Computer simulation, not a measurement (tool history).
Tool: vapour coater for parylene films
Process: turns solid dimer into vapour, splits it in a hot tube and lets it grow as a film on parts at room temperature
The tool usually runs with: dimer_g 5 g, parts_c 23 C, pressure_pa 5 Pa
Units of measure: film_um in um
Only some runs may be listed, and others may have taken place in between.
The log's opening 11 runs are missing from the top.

{"run": 12, "hour": 194.8, "dimer_g": 5, "parts_c": 23, "pressure_pa": 5, "film_um": 3.62}
{"run": 13, "hour": 207.6, "dimer_g": 5, "parts_c": 23, "pressure_pa": 5, "film_um": 3.66}
{"run": 14, "hour": 224.4, "dimer_g": 5, "parts_c": 23, "pressure_pa": 5, "film_um": 3.58}
{"run": 15, "hour": 247.4, "dimer_g": 5, "parts_c": 23, "pressure_pa": 5, "film_um": 3.66}
{"run": 16, "hour": 264.2, "dimer_g": 5, "parts_c": 23, "pressure_pa": 5, "film_um": 3.6}
{"run": 17, "hour": 282.7, "dimer_g": 5, "parts_c": 23, "pressure_pa": 5, "film_um": 3.64}
{"run": 18, "hour": 300.8, "dimer_g": 5, "parts_c": 23, "pressure_pa": 5, "film_um": 3.65}
{"run": 19, "hour": 318.0, "dimer_g": 9, "parts_c": 23, "pressure_pa": 5, "film_um": 6.55}
{"run": 20, "hour": 331.5, "dimer_g": 9, "parts_c": 23, "pressure_pa": 5, "film_um": 6.55}
{"run": 21, "hour": 348.0, "dimer_g": 5, "parts_c": 23, "pressure_pa": 5, "film_um": 3.63}
{"run": 22, "hour": 367.5, "dimer_g": 5, "parts_c": 23, "pressure_pa": 5, "film_um": 3.66}
{"run": 23, "hour": 380.7, "dimer_g": 5, "parts_c": 23, "pressure_pa": 5, "film_um": 3.68}
{"run": 24, "hour": 402.3, "dimer_g": 5, "parts_c": 23, "pressure_pa": 5.87, "film_um": 3.58}
{"run": 25, "hour": 424.0, "dimer_g": 4, "parts_c": 32, "pressure_pa": 5.35, "film_um": 1.88}
{"run": 26, "hour": 437.2, "dimer_g": 2, "parts_c": 32, "pressure_pa": 8.68, "film_um": 0.91}

What will run 27 give?
{"hour": 444.8, "done": "trap's valve overhauled"}
{"run": 27, "hour": 464.3, "dimer_g": 3, "parts_c": 15, "pressure_pa": 4.6, "film_um": "?"}

{"run 27": {"film_um": 3.21}}
With no hidden state in the tool, this same run would have given film_um 3.22 um.
